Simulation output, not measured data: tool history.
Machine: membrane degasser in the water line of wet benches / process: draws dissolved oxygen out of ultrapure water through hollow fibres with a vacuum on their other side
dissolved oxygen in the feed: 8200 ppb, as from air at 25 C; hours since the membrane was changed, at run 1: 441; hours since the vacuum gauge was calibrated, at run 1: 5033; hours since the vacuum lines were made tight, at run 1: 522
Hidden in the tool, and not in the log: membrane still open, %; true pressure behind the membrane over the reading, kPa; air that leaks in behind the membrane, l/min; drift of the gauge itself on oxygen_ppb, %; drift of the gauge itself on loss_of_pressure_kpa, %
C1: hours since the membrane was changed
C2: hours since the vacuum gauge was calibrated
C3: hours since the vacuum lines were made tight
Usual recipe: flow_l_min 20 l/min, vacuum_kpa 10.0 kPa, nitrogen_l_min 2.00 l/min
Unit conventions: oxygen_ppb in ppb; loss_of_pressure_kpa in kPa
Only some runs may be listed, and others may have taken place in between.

{"run": 1, "hour": 0.0, "flow_l_min": 20, "vacuum_kpa": 10.0, "nitrogen_l_min": 2.0, "C1": 441, "C2": 5033, "C3": 522, "oxygen_ppb": 169.0, "loss_of_pressure_kpa": 54.93}
{"run": 2, "hour": 62.1, "flow_l_min": 20, "vacuum_kpa": 10.0, "nitrogen_l_min": 2.0, "C1": 503, "C2": 5096, "C3": 584, "oxygen_ppb": 168.5, "loss_of_pressure_kpa": 54.19}
{"run": 3, "hour": 110.1, "flow_l_min": 20, "vacuum_kpa": 10.0, "nitrogen_l_min": 2.0, "C1": 551, "C2": 5144, "C3": 632, "oxygen_ppb": 168.7, "loss_of_pressure_kpa": 55.04}
{"run": 4, "hour": 154.5, "flow_l_min": 20, "vacuum_kpa": 10.0, "nitrogen_l_min": 2.0, "C1": 596, "C2": 5188, "C3": 677, "oxygen_ppb": 168.2, "loss_of_pressure_kpa": 55.39}
{"run": 5, "hour": 192.6, "flow_l_min": 20, "vacuum_kpa": 8.9, "nitrogen_l_min": 2.0, "C1": 634, "C2": 5226, "C3": 715, "oxygen_ppb": 143.9, "loss_of_pressure_kpa": 55.16}
{"run": 6, "hour": 229.7, "flow_l_min": 20, "vacuum_kpa": 10.0, "nitrogen_l_min": 2.0, "C1": 671, "C2": 5263, "C3": 752, "oxygen_ppb": 167.7, "loss_of_pressure_kpa": 54.85}
{"run": 7, "hour": 263.7, "flow_l_min": 14, "vacuum_kpa": 12.6, "nitrogen_l_min": 2.73, "C1": 705, "C2": 5297, "C3": 786, "oxygen_ppb": 119.4, "loss_of_pressure_kpa": 38.55}
{"run": 8, "hour": 310.0, "flow_l_min": 16, "vacuum_kpa": 7.6, "nitrogen_l_min": 2.73, "C1": 751, "C2": 5343, "C3": 832, "oxygen_ppb": 67.4, "loss_of_pressure_kpa": 44.06}
{"run": 9, "hour": 353.5, "flow_l_min": 31, "vacuum_kpa": 14.6, "nitrogen_l_min": 2.0, "C1": 795, "C2": 5387, "C3": 876, "oxygen_ppb": 422.3, "loss_of_pressure_kpa": 85.24}
{"run": 10, "hour": 411.0, "flow_l_min": 14, "vacuum_kpa": 10.0, "nitrogen_l_min": 2.0, "C1": 852, "C2": 5444, "C3": 933, "oxygen_ppb": 118.0, "loss_of_pressure_kpa": 38.93}
{"run": 11, "hour": 452.0, "flow_l_min": 32, "vacuum_kpa": 22.4, "nitrogen_l_min": 5.38, "C1": 893, "C2": 5485, "C3": 974, "oxygen_ppb": 301.6, "loss_of_pressure_kpa": 88.11}

Here are 5 independent what-if runs from the current tool condition. What would each one return?
{"run": "A", "hour": 507.5, "flow_l_min": 17, "vacuum_kpa": 6.5, "nitrogen_l_min": 2.65, "C1": 949, "C2": 5541, "C3": 1030, "oxygen_ppb": "?", "loss_of_pressure_kpa": "?"}
{"run": "B", "hour": 507.5, "flow_l_min": 27, "vacuum_kpa": 22.4, "nitrogen_l_min": 4.67, "C1": 949, "C2": 5541, "C3": 1030, "oxygen_ppb": "?", "loss_of_pressure_kpa": "?"}
{"run": "C", "hour": 507.5, "flow_l_min": 20, "vacuum_kpa": 7.7, "nitrogen_l_min": 2.0, "C1": 949, "C2": 5541, "C3": 1030, "oxygen_ppb": "?", "loss_of_pressure_kpa": "?"}
{"run": "D", "hour": 507.5, "flow_l_min": 22, "vacuum_kpa": 10.0, "nitrogen_l_min": 2.0, "C1": 949, "C2": 5541, "C3": 1030, "oxygen_ppb": "?", "loss_of_pressure_kpa": "?"}
{"run": "E", "hour": 507.5, "flow_l_min": 18, "vacuum_kpa": 13.7, "nitrogen_l_min": 1.15, "C1": 949, "C2": 5541, "C3": 1030, "oxygen_ppb": "?", "loss_of_pressure_kpa": "?"}

run=A oxygen_ppb=57.5 loss_of_pressure_kpa=46.85
run=B oxygen_ppb=282.4 loss_of_pressure_kpa=74.39
run=C oxygen_ppb=115.4 loss_of_pressure_kpa=55.06
run=D oxygen_ppb=187.4 loss_of_pressure_kpa=60.47
run=E oxygen_ppb=373.2 loss_of_pressure_kpa=49.48
Take away the tool's hidden state, keep each run's random variation, and the runs would have read:
run=A oxygen_ppb=54.7 loss_of_pressure_kpa=46.55
run=B oxygen_ppb=279.1 loss_of_pressure_kpa=73.91
run=C oxygen_ppb=111.2 loss_of_pressure_kpa=54.71
run=D oxygen_ppb=182.7 loss_of_pressure_kpa=60.08
run=E oxygen_ppb=367.0 loss_of_pressure_kpa=49.17
